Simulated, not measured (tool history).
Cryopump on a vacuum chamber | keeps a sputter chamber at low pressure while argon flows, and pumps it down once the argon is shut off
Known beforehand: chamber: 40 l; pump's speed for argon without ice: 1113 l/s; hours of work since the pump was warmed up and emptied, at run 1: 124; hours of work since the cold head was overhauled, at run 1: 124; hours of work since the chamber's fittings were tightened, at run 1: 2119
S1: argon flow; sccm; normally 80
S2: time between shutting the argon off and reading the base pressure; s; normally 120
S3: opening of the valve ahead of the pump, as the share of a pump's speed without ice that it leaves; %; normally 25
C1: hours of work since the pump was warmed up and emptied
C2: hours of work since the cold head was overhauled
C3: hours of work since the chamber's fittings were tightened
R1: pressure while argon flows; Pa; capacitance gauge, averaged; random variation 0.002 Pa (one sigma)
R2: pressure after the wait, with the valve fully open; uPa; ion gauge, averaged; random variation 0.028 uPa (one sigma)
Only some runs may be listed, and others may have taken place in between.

run,day,S1,S2,S3,C1,C2,C3,R1,R2
1,0.000,80,120,25,124,124,2119,0.4941,1.55
2,2.150,80,120,28,145,145,2140,0.4448,1.47
3,4.675,80,32,25,170,170,2165,0.4955,4.27
4,7.008,80,120,25,193,193,2189,0.4934,1.51
5,8.958,116,120,25,213,213,2208,0.7226,1.60
6,11.438,116,120,25,237,237,2233,0.7242,1.55
7,13.679,90,120,25,259,259,2255,0.5598,1.49
8,15.608,90,120,25,279,279,2274,0.5587,1.56
9,17.738,90,120,25,300,300,2295,0.5598,1.53
10,18.850,80,120,18,311,311,2306,0.6856,1.55
11,20.158,80,120,18,324,324,2319,0.6858,1.54
12,22.700,80,120,18,349,349,2345,0.6908,1.58
13,25.167,145,120,25,373,373,2369,0.9130,1.62
14,26.367,145,120,25,385,385,2381,0.9130,1.64
15,28.125,145,120,25,403,403,2398,0.9211,1.63
16,30.533,145,120,25,427,427,2422,0.9135,1.64
17,32.362,145,120,25,445,445,2440,0.9255,1.61
18,34.292,135,102,16,464,464,2460,1.3212,1.73
19,36.750,135,35,16,489,489,2484,1.3224,4.01
20,38.508,135,35,16,506,506,2502,1.3147,4.10
21,39.567,49,42,17,517,517,2512,0.4537,3.47
22,41.138,80,120,31,532,532,2528,0.4156,1.65
23,43.117,86,74,31,552,552,2547,0.4490,2.34
24,44.842,33,20,26,569,569,2564,0.2047,6.73
25,46.196,154,147,20,582,582,2578,1.2246,1.45
26,47.929,154,147,20,600,600,2595,1.2344,1.53
27,48.954,154,147,20,610,610,2605,1.2374,1.51
28,50.179,154,147,20,622,622,2617,1.2137,1.52
29,52.625,154,147,34,646,646,2642,0.7488,1.54

Run 30 has not been measured yet. What should we expect?
30,54.000,103,52,28,660,660,2655,?,?

R1: 0.6024 Pa
R2: 2.95 uPa
With no hidden state in the tool, this same run would have given R1 0.5599 Pa, R2 2.54 uPa.

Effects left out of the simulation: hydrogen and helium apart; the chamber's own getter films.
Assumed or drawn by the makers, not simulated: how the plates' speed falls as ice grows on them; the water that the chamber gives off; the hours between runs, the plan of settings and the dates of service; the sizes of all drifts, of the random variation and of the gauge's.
